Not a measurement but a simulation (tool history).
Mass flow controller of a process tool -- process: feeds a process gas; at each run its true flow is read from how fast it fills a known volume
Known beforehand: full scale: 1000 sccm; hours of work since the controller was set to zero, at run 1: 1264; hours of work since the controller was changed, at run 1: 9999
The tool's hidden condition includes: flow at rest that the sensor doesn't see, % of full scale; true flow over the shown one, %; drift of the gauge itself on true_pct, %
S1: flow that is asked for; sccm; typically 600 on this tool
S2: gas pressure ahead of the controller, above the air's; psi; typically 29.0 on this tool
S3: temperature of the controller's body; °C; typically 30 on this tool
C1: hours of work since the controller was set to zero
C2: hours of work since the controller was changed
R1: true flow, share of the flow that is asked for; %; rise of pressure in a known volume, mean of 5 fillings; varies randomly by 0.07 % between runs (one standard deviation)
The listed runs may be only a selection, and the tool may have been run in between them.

Run 1, hour 0.0: usual settings; C1 1264; C2 9999. Result: R1 94.68 %.
Run 2, hour 175.3: usual settings; C1 1395; C2 10130. Result: R1 94.82 %.
Run 3, hour 487.2: usual settings; C1 1629; C2 10363. Result: R1 94.45 %.
Run 4, hour 639.1: usual settings but S3 29 °C; C1 1742; C2 10477. Result: R1 94.54 %.
Run 5, hour 872.9: usual settings but S1 212 sccm; C1 1917; C2 10651. Result: R1 93.30 %.
Run 6, hour 1225.1: usual settings but S1 212 sccm; C1 2180; C2 10915. Result: R1 93.02 %.
Run 7, hour 1526.9: usual settings but S2 36.5 psi; C1 2406; C2 11140. Result: R1 93.99 %.
Run 8, hour 1779.8: usual settings but S3 37 °C; C1 2595; C2 11329. Result: R1 93.22 %.
At hour 1808.0: controller's zero set anew.
Run 9, hour 1978.1: usual settings but S2 37.0 psi, S3 32 °C; C1 127; C2 11477. Result: R1 93.40 %.
Run 10, hour 2261.2: usual settings but S1 671 sccm, S2 23.2 psi, S3 22 °C; C1 339; C2 11689. Result: R1 95.19 %.
Run 11, hour 2418.6: usual settings but S1 671 sccm, S2 23.2 psi, S3 22 °C; C1 456; C2 11806. Result: R1 95.09 %.
Run 12, hour 2769.1: usual settings but S1 451 sccm; C1 718; C2 12068. Result: R1 93.23 %.
Run 13, hour 3012.8: usual settings but S1 401 sccm, S3 25 °C; C1 901; C2 12251. Result: R1 93.46 %.
Run 14, hour 3204.4: usual settings but S1 921 sccm, S2 22.5 psi, S3 25 °C; C1 1044; C2 12394. Result: R1 95.02 %.
At hour 3338.9: controller's zero set anew, once more.
Run 15, hour 3378.2: usual settings but S1 212 sccm, S2 22.3 psi, S3 39 °C; C1 29; C2 12523. Result: R1 92.35 %.

Across each entry between runs, compare the hidden state at the last listed run before it with the hidden state at the first listed run after it:
Between runs 8 and 9: controller's zero set anew (hour 1808.0)
  flow at rest that the sensor doesn't see, % of full scale: -0.233 -> -0.311; true flow over the shown one, %: -4.34 -> -4.4
  measured value less the no-hidden-state value, R1: -4.73 -> -4.91 %
Between runs 14 and 15: controller's zero set anew, once more (hour 3338.9)
  flow at rest that the sensor doesn't see, % of full scale: -0.395 -> -0.034; true flow over the shown one, %: -4.73 -> -4.77
  measured value less the no-hidden-state value, R1: -5.15 -> -4.93 %

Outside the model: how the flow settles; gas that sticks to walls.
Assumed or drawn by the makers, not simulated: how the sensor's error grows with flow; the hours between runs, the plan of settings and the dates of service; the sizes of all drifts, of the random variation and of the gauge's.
